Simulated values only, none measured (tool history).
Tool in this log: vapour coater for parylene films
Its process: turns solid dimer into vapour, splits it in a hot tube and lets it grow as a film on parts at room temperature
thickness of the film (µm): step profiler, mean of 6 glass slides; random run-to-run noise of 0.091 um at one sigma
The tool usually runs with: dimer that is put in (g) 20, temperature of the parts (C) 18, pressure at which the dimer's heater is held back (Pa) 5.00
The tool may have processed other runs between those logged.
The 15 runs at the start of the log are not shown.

| run | hour | dimer that is put in (g) | temperature of the parts (C) | pressure at which the dimer's heater is held back (Pa) | hours of work since the trap's valve was overhauled | hours of work since the table's thermometer was calibrated | thickness of the film (µm) |
|---|---|---|---|---|---|---|---|
| 16 | 692.9 | 20 | 26 | 5.00 | 335 | 1541 | 8.18 |
| 17 | 751.5 | 20 | 26 | 5.00 | 369 | 1575 | 8.16 |
|  | 782.1 | trap's valve overhauled |
| 18 | 783.3 | 20 | 26 | 5.00 | 1 | 1591 | 9.15 |
| 19 | 841.1 | 20 | 26 | 5.00 | 34 | 1625 | 9.02 |
|  | 898.8 | table's thermometer calibrated |
| 20 | 900.3 | 20 | 26 | 5.00 | 68 | 1 | 8.60 |
| 21 | 953.1 | 20 | 18 | 2.39 | 98 | 31 | 12.86 |
| 22 | 995.5 | 16 | 18 | 6.46 | 122 | 56 | 7.99 |
| 23 | 1026.2 | 20 | 18 | 3.92 | 140 | 73 | 11.25 |
| 24 | 1070.7 | 20 | 18 | 2.90 | 166 | 99 | 11.91 |
| 25 | 1105.8 | 23 | 18 | 2.16 | 186 | 119 | 14.80 |
| 26 | 1156.0 | 23 | 18 | 2.16 | 215 | 148 | 14.62 |
| 27 | 1190.6 | 20 | 18 | 6.26 | 235 | 168 | 9.56 |
| 28 | 1230.9 | 22 | 18 | 7.66 | 258 | 192 | 10.01 |
| 29 | 1274.9 | 17 | 18 | 5.00 | 284 | 217 | 8.58 |
| 30 | 1311.0 | 23 | 17 | 5.00 | 304 | 238 | 11.67 |
| 31 | 1348.0 | 23 | 17 | 5.00 | 326 | 259 | 11.80 |
| 32 | 1382.9 | 12 | 20 | 2.79 | 346 | 279 | 6.43 |
| 33 | 1434.6 | 20 | 20 | 2.77 | 376 | 309 | 10.61 |
|  | 1452.3 | trap's valve overhauled |
| 34 | 1486.3 | 31 | 12 | 5.51 | 20 | 336 | 19.91 |
| 35 | 1533.5 | 18 | 12 | 7.82 | 47 | 364 | 10.51 |
| 36 | 1568.7 | 20 | 18 | 9.48 | 67 | 384 | 9.24 |
| 37 | 1595.0 | 26 | 18 | 5.00 | 82 | 399 | 14.25 |
| 38 | 1636.1 | 26 | 18 | 5.00 | 106 | 423 | 14.11 |

Forecast each of these 3 alternatives for the next run:
| A | 1685.2 | 11 | 18 | 5.00 | 134 | 451 | ? |
| B | 1685.2 | 32 | 18 | 3.95 | 134 | 451 | ? |
| C | 1685.2 | 14 | 19 | 4.72 | 134 | 451 | ? |

| run | thickness of the film (µm) |
|---|---|
| A | 5.86 |
| B | 18.21 |
| C | 7.40 |
Had the tool no hidden state, the same runs would have come out as:
| run | thickness of the film (µm) |
|---|---|
| A | 6.08 |
| B | 18.92 |
| C | 7.69 |
